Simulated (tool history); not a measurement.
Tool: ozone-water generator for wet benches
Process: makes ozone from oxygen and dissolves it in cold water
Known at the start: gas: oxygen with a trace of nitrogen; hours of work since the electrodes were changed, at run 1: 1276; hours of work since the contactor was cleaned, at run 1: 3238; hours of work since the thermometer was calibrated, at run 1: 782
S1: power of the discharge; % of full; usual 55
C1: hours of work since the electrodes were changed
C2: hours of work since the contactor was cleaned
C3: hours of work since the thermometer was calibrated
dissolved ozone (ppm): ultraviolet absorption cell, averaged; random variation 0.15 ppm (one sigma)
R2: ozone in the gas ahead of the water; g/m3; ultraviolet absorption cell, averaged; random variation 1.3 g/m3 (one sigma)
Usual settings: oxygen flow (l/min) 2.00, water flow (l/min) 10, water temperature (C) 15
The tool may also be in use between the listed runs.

{"run": 1, "hour": 0.0, "S1": 55, "oxygen flow (l/min)": 2.0, "water flow (l/min)": 10, "water temperature (C)": 15, "C1": 1276, "C2": 3238, "C3": 782, "dissolved ozone (ppm)": 17.6, "R2": 227.5}
{"run": 2, "hour": 41.5, "S1": 55, "oxygen flow (l/min)": 2.0, "water flow (l/min)": 10, "water temperature (C)": 15, "C1": 1315, "C2": 3278, "C3": 822, "dissolved ozone (ppm)": 17.6, "R2": 229.2}
{"run": 3, "hour": 94.0, "S1": 51, "oxygen flow (l/min)": 2.0, "water flow (l/min)": 10, "water temperature (C)": 15, "C1": 1366, "C2": 3328, "C3": 872, "dissolved ozone (ppm)": 17.1, "R2": 218.8}
{"run": 4, "hour": 137.4, "S1": 55, "oxygen flow (l/min)": 2.0, "water flow (l/min)": 10, "water temperature (C)": 9, "C1": 1407, "C2": 3370, "C3": 914, "dissolved ozone (ppm)": 18.5, "R2": 227.1}
{"run": 5, "hour": 201.1, "S1": 55, "oxygen flow (l/min)": 2.0, "water flow (l/min)": 10, "water temperature (C)": 9, "C1": 1468, "C2": 3431, "C3": 975, "dissolved ozone (ppm)": 19.0, "R2": 231.7}
{"run": 6, "hour": 255.5, "S1": 55, "oxygen flow (l/min)": 2.0, "water flow (l/min)": 10, "water temperature (C)": 9, "C1": 1521, "C2": 3483, "C3": 1027, "dissolved ozone (ppm)": 18.9, "R2": 228.0}
{"run": 7, "hour": 288.2, "S1": 55, "oxygen flow (l/min)": 1.16, "water flow (l/min)": 10, "water temperature (C)": 9, "C1": 1552, "C2": 3515, "C3": 1058, "dissolved ozone (ppm)": 18.1, "R2": 331.1}
{"run": 8, "hour": 320.6, "S1": 55, "oxygen flow (l/min)": 2.0, "water flow (l/min)": 9, "water temperature (C)": 15, "C1": 1583, "C2": 3546, "C3": 1089, "dissolved ozone (ppm)": 19.7, "R2": 227.5}
{"run": 9, "hour": 374.0, "S1": 55, "oxygen flow (l/min)": 2.0, "water flow (l/min)": 9, "water temperature (C)": 15, "C1": 1634, "C2": 3597, "C3": 1141, "dissolved ozone (ppm)": 19.3, "R2": 227.4}
{"run": 10, "hour": 429.0, "S1": 55, "oxygen flow (l/min)": 1.64, "water flow (l/min)": 9, "water temperature (C)": 15, "C1": 1687, "C2": 3650, "C3": 1193, "dissolved ozone (ppm)": 19.7, "R2": 260.6}
{"run": 11, "hour": 459.3, "S1": 55, "oxygen flow (l/min)": 1.64, "water flow (l/min)": 9, "water temperature (C)": 15, "C1": 1716, "C2": 3679, "C3": 1223, "dissolved ozone (ppm)": 19.4, "R2": 257.4}
{"run": 12, "hour": 513.4, "S1": 55, "oxygen flow (l/min)": 1.64, "water flow (l/min)": 9, "water temperature (C)": 15, "C1": 1768, "C2": 3731, "C3": 1274, "dissolved ozone (ppm)": 19.6, "R2": 259.4}
{"run": 13, "hour": 551.1, "S1": 55, "oxygen flow (l/min)": 1.64, "water flow (l/min)": 9, "water temperature (C)": 15, "C1": 1804, "C2": 3767, "C3": 1311, "dissolved ozone (ppm)": 19.7, "R2": 258.1}
{"run": 14, "hour": 587.8, "S1": 55, "oxygen flow (l/min)": 2.0, "water flow (l/min)": 10, "water temperature (C)": 15, "C1": 1840, "C2": 3802, "C3": 1346, "dissolved ozone (ppm)": 17.2, "R2": 225.3}
{"run": 15, "hour": 641.5, "S1": 55, "oxygen flow (l/min)": 2.0, "water flow (l/min)": 10, "water temperature (C)": 15, "C1": 1891, "C2": 3854, "C3": 1397, "dissolved ozone (ppm)": 17.3, "R2": 228.2}
{"run": 16, "hour": 667.5, "S1": 55, "oxygen flow (l/min)": 2.0, "water flow (l/min)": 10, "water temperature (C)": 15, "C1": 1916, "C2": 3879, "C3": 1422, "dissolved ozone (ppm)": 17.3, "R2": 225.8}
{"run": 17, "hour": 725.8, "S1": 55, "oxygen flow (l/min)": 2.0, "water flow (l/min)": 10, "water temperature (C)": 15, "C1": 1972, "C2": 3935, "C3": 1478, "dissolved ozone (ppm)": 17.3, "R2": 225.7}
{"run": 18, "hour": 775.0, "S1": 95, "oxygen flow (l/min)": 2.31, "water flow (l/min)": 12, "water temperature (C)": 17, "C1": 2019, "C2": 3982, "C3": 1526, "dissolved ozone (ppm)": 17.9, "R2": 273.7}
{"run": 19, "hour": 825.0, "S1": 95, "oxygen flow (l/min)": 2.65, "water flow (l/min)": 15, "water temperature (C)": 8, "C1": 2067, "C2": 4030, "C3": 1573, "dissolved ozone (ppm)": 15.1, "R2": 246.3}
{"run": 20, "hour": 854.4, "S1": 49, "oxygen flow (l/min)": 2.0, "water flow (l/min)": 10, "water temperature (C)": 15, "C1": 2096, "C2": 4058, "C3": 1602, "dissolved ozone (ppm)": 16.1, "R2": 213.1}
{"run": 21, "hour": 901.2, "S1": 49, "oxygen flow (l/min)": 2.0, "water flow (l/min)": 10, "water temperature (C)": 15, "C1": 2141, "C2": 4103, "C3": 1647, "dissolved ozone (ppm)": 16.1, "R2": 211.2}
{"run": 22, "hour": 936.6, "S1": 49, "oxygen flow (l/min)": 1.07, "water flow (l/min)": 10, "water temperature (C)": 21, "C1": 2175, "C2": 4137, "C3": 1681, "dissolved ozone (ppm)": 15.1, "R2": 327.3}
{"hour": 943.6, "done": "contactor cleaned"}
{"run": 23, "hour": 993.9, "S1": 75, "oxygen flow (l/min)": 2.24, "water flow (l/min)": 9, "water temperature (C)": 21, "C1": 2226, "C2": 48, "C3": 1732, "dissolved ozone (ppm)": 19.9, "R2": 243.7}
{"run": 24, "hour": 1024.5, "S1": 67, "oxygen flow (l/min)": 1.58, "water flow (l/min)": 10, "water temperature (C)": 7, "C1": 2255, "C2": 78, "C3": 1761, "dissolved ozone (ppm)": 19.7, "R2": 292.2}
{"run": 25, "hour": 1083.0, "S1": 81, "oxygen flow (l/min)": 1.58, "water flow (l/min)": 10, "water temperature (C)": 15, "C1": 2311, "C2": 134, "C3": 1817, "dissolved ozone (ppm)": 19.9, "R2": 323.2}
{"hour": 1107.2, "done": "contactor cleaned, once more"}
{"run": 26, "hour": 1141.5, "S1": 89, "oxygen flow (l/min)": 1.58, "water flow (l/min)": 11, "water temperature (C)": 15, "C1": 2363, "C2": 33, "C3": 1870, "dissolved ozone (ppm)": 20.9, "R2": 337.5}
{"run": 27, "hour": 1175.9, "S1": 89, "oxygen flow (l/min)": 3.06, "water flow (l/min)": 7, "water temperature (C)": 18, "C1": 2396, "C2": 66, "C3": 1903, "dissolved ozone (ppm)": 29.0, "R2": 214.9}
{"run": 28, "hour": 1234.2, "S1": 89, "oxygen flow (l/min)": 2.53, "water flow (l/min)": 12, "water temperature (C)": 18, "C1": 2452, "C2": 122, "C3": 1959, "dissolved ozone (ppm)": 18.0, "R2": 243.0}
{"run": 29, "hour": 1280.4, "S1": 89, "oxygen flow (l/min)": 2.53, "water flow (l/min)": 12, "water temperature (C)": 18, "C1": 2497, "C2": 166, "C3": 2003, "dissolved ozone (ppm)": 18.1, "R2": 245.0}
{"run": 30, "hour": 1322.0, "S1": 89, "oxygen flow (l/min)": 2.53, "water flow (l/min)": 12, "water temperature (C)": 18, "C1": 2537, "C2": 206, "C3": 2043, "dissolved ozone (ppm)": 17.9, "R2": 243.2}
{"run": 31, "hour": 1350.3, "S1": 89, "oxygen flow (l/min)": 2.53, "water flow (l/min)": 12, "water temperature (C)": 18, "C1": 2564, "C2": 233, "C3": 2070, "dissolved ozone (ppm)": 18.1, "R2": 244.0}
{"run": 32, "hour": 1408.3, "S1": 89, "oxygen flow (l/min)": 2.53, "water flow (l/min)": 12, "water temperature (C)": 18, "C1": 2620, "C2": 289, "C3": 2126, "dissolved ozone (ppm)": 18.0, "R2": 243.0}

Hidden state at the last listed run before each entry between runs and at the first one after, where it differs:
Between runs 22 and 23: contactor cleaned (hour 943.6)
  yield of the discharge, % of new electrodes': 95.2 -> 95; contactor's efficiency, % of a clean one's: 88.9 -> 84.8
  measured less the result without the state, dissolved ozone (ppm): -1.8 -> -3.2; R2: -13.3 -> -13.2 g/m3
Between runs 25 and 26: contactor cleaned, once more (hour 1107.2)
  yield of the discharge, % of new electrodes': 94.8 -> 94.7; contactor's efficiency, % of a clean one's: 84.6 -> 99.9
  measured less the result without the state, dissolved ozone (ppm): -3.5 -> -1.4; R2: -19.1 -> -21.4 g/m3
